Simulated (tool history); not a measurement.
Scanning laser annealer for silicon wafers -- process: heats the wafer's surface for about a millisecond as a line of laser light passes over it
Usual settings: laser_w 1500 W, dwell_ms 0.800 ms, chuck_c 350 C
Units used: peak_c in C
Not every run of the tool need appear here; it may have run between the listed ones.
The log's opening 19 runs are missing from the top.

run,day,laser_w,dwell_ms,chuck_c,hours of work since the window was cleaned,hours of work since the power meter was calibrated,hours of work since the optics were aligned,peak_c
20,41.883,1599,0.800,350,748,1780,656,1193
# day 42.629: window over the wafer cleaned
21,43.438,1599,0.805,350,14,1805,681,1241
# day 45.929: optics aligned, line set to its width
22,45.933,1599,0.805,350,53,1844,0,1258
23,49.029,1599,0.805,350,105,1897,53,1251
24,50.588,1558,0.866,319,132,1923,79,1220
25,53.642,1294,0.671,319,184,1975,131,938
26,56.479,1331,0.641,319,232,2023,179,943
27,59.758,1331,0.641,319,287,2079,235,939
28,62.242,1500,0.940,350,330,2121,277,1225
29,65.117,1515,0.901,350,378,2170,326,1210
30,68.362,1500,0.656,350,434,2225,381,1079
31,71.617,1500,0.702,350,489,2280,436,1093
32,73.792,1500,0.800,386,526,2317,473,1180
33,76.725,1285,0.800,317,576,2367,523,963
34,78.592,1285,0.800,317,607,2399,555,956
35,80.779,1565,0.800,327,645,2436,592,1155
36,82.267,1285,0.604,340,670,2461,617,894

Run 37 has not been measured yet. What should we expect?
37,84.088,1292,0.604,340,701,2492,648,?

{"run 37": {"peak_c": 896}}
If the tool had no hidden condition, the same run with the same run-to-run variation would have returned peak_c 933 C.
